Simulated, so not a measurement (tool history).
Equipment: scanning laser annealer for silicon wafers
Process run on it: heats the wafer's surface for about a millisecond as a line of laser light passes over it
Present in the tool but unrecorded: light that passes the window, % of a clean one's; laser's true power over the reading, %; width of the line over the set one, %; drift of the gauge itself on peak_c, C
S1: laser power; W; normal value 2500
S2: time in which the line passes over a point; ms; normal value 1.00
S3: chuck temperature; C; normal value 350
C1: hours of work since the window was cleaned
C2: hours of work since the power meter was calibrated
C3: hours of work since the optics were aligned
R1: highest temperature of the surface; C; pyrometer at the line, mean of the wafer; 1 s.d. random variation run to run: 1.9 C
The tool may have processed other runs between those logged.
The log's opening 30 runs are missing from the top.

run 31 hour=1969.7 | S1=2503 S2=1.00 S3=350 | C1=447 C2=2591 C3=625 | R1=1113
-- hour=2006.5 window over the wafer cleaned
run 32 hour=2025.4 | S1=2343 S2=1.00 S3=350 | C1=12 C2=2624 C3=658 | R1=1069
run 33 hour=2091.8 | S1=2343 S2=1.00 S3=350 | C1=53 C2=2665 C3=699 | R1=1067
run 34 hour=2156.4 | S1=2343 S2=1.00 S3=350 | C1=92 C2=2705 C3=739 | R1=1065
run 35 hour=2195.5 | S1=2477 S2=0.72 S3=350 | C1=117 C2=2729 C3=763 | R1=1008
run 36 hour=2234.3 | S1=2164 S2=0.79 S3=318 | C1=141 C2=2753 C3=787 | R1=920
run 37 hour=2272.8 | S1=2241 S2=0.79 S3=372 | C1=164 C2=2776 C3=811 | R1=991
run 38 hour=2307.8 | S1=2734 S2=0.73 S3=335 | C1=186 C2=2798 C3=832 | R1=1057

What if the next run were any one of these 4? Each begins from the tool's condition after run 38:
run A hour=2389.4 | S1=2317 S2=0.73 S3=335 | C1=236 C2=2848 C3=883 | R1=?
run B hour=2389.4 | S1=2500 S2=1.22 S3=342 | C1=236 C2=2848 C3=883 | R1=?
run C hour=2389.4 | S1=2514 S2=0.73 S3=350 | C1=236 C2=2848 C3=883 | R1=?
run D hour=2389.4 | S1=2472 S2=1.11 S3=335 | C1=236 C2=2848 C3=883 | R1=?

run=A R1=956
run=B R1=1177
run=C R1=1019
run=D R1=1125
Without the tool's unlogged condition, the same runs would have read:
run=A R1=956
run=B R1=1178
run=C R1=1019
run=D R1=1125
